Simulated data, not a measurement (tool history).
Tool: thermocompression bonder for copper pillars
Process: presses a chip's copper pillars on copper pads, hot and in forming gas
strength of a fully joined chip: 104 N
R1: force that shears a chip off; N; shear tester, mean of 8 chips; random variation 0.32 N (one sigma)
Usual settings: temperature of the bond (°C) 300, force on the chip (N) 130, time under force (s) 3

{"run": 1, "hour": 0.0, "temperature of the bond (°C)": 300, "force on the chip (N)": 130, "time under force (s)": 3, "R1": 52.9}
{"run": 2, "hour": 17.0, "temperature of the bond (°C)": 300, "force on the chip (N)": 130, "time under force (s)": 3, "R1": 52.4}
{"run": 3, "hour": 39.3, "temperature of the bond (°C)": 300, "force on the chip (N)": 130, "time under force (s)": 3, "R1": 52.8}
{"run": 4, "hour": 77.1, "temperature of the bond (°C)": 300, "force on the chip (N)": 130, "time under force (s)": 3, "R1": 52.5}
{"run": 5, "hour": 115.8, "temperature of the bond (°C)": 300, "force on the chip (N)": 93, "time under force (s)": 3, "R1": 42.8}
{"run": 6, "hour": 135.0, "temperature of the bond (°C)": 300, "force on the chip (N)": 130, "time under force (s)": 3, "R1": 52.5}
{"run": 7, "hour": 157.6, "temperature of the bond (°C)": 300, "force on the chip (N)": 130, "time under force (s)": 3, "R1": 52.8}
{"run": 8, "hour": 182.4, "temperature of the bond (°C)": 300, "force on the chip (N)": 130, "time under force (s)": 3, "R1": 52.4}
{"run": 9, "hour": 209.1, "temperature of the bond (°C)": 300, "force on the chip (N)": 130, "time under force (s)": 6, "R1": 65.8}
{"run": 10, "hour": 233.0, "temperature of the bond (°C)": 300, "force on the chip (N)": 130, "time under force (s)": 6, "R1": 65.4}
{"run": 11, "hour": 266.1, "temperature of the bond (°C)": 302, "force on the chip (N)": 130, "time under force (s)": 3, "R1": 53.2}
{"run": 12, "hour": 286.9, "temperature of the bond (°C)": 300, "force on the chip (N)": 130, "time under force (s)": 3, "R1": 52.9}
{"run": 13, "hour": 310.0, "temperature of the bond (°C)": 300, "force on the chip (N)": 130, "time under force (s)": 3, "R1": 52.7}
{"run": 14, "hour": 335.8, "temperature of the bond (°C)": 300, "force on the chip (N)": 130, "time under force (s)": 3, "R1": 52.6}
{"run": 15, "hour": 373.2, "temperature of the bond (°C)": 300, "force on the chip (N)": 181, "time under force (s)": 3, "R1": 62.8}
{"run": 16, "hour": 393.9, "temperature of the bond (°C)": 311, "force on the chip (N)": 91, "time under force (s)": 2, "R1": 41.3}
{"run": 17, "hour": 430.7, "temperature of the bond (°C)": 311, "force on the chip (N)": 91, "time under force (s)": 2, "R1": 41}
{"run": 18, "hour": 454.4, "temperature of the bond (°C)": 311, "force on the chip (N)": 91, "time under force (s)": 2, "R1": 41.7}
{"run": 19, "hour": 487.4, "temperature of the bond (°C)": 289, "force on the chip (N)": 130, "time under force (s)": 7, "R1": 61.6}
{"run": 20, "hour": 517.9, "temperature of the bond (°C)": 289, "force on the chip (N)": 130, "time under force (s)": 7, "R1": 61.7}
{"run": 21, "hour": 557.9, "temperature of the bond (°C)": 289, "force on the chip (N)": 130, "time under force (s)": 7, "R1": 61.4}
{"run": 22, "hour": 585.0, "temperature of the bond (°C)": 314, "force on the chip (N)": 180, "time under force (s)": 7, "R1": 86.4}
{"run": 23, "hour": 602.7, "temperature of the bond (°C)": 300, "force on the chip (N)": 130, "time under force (s)": 2, "R1": 45.3}
{"run": 24, "hour": 631.0, "temperature of the bond (°C)": 328, "force on the chip (N)": 112, "time under force (s)": 2, "R1": 56.9}
{"run": 25, "hour": 662.1, "temperature of the bond (°C)": 328, "force on the chip (N)": 112, "time under force (s)": 5, "R1": 74.6}
{"run": 26, "hour": 685.6, "temperature of the bond (°C)": 306, "force on the chip (N)": 109, "time under force (s)": 2, "R1": 43.8}
{"run": 27, "hour": 712.7, "temperature of the bond (°C)": 270, "force on the chip (N)": 108, "time under force (s)": 5, "R1": 38.4}
{"run": 28, "hour": 750.8, "temperature of the bond (°C)": 300, "force on the chip (N)": 99, "time under force (s)": 3, "R1": 44}
{"run": 29, "hour": 775.5, "temperature of the bond (°C)": 307, "force on the chip (N)": 85, "time under force (s)": 3, "R1": 43.9}
{"run": 30, "hour": 798.2, "temperature of the bond (°C)": 272, "force on the chip (N)": 89, "time under force (s)": 3, "R1": 28.2}

Not shown: 2 entries that the log had between the listed runs. Between which runs, and how does the tool's hidden state differ before and after?
Between runs 8 and 9: forming gas filter changed (hour 187.5)
  oxide that the forming gas leaves, % of the face: 0.7 -> 0.51
Between runs 19 and 20: forming gas filter changed (hour 505.6)
  oxide that the forming gas leaves, % of the face: 0.7 -> 0.51
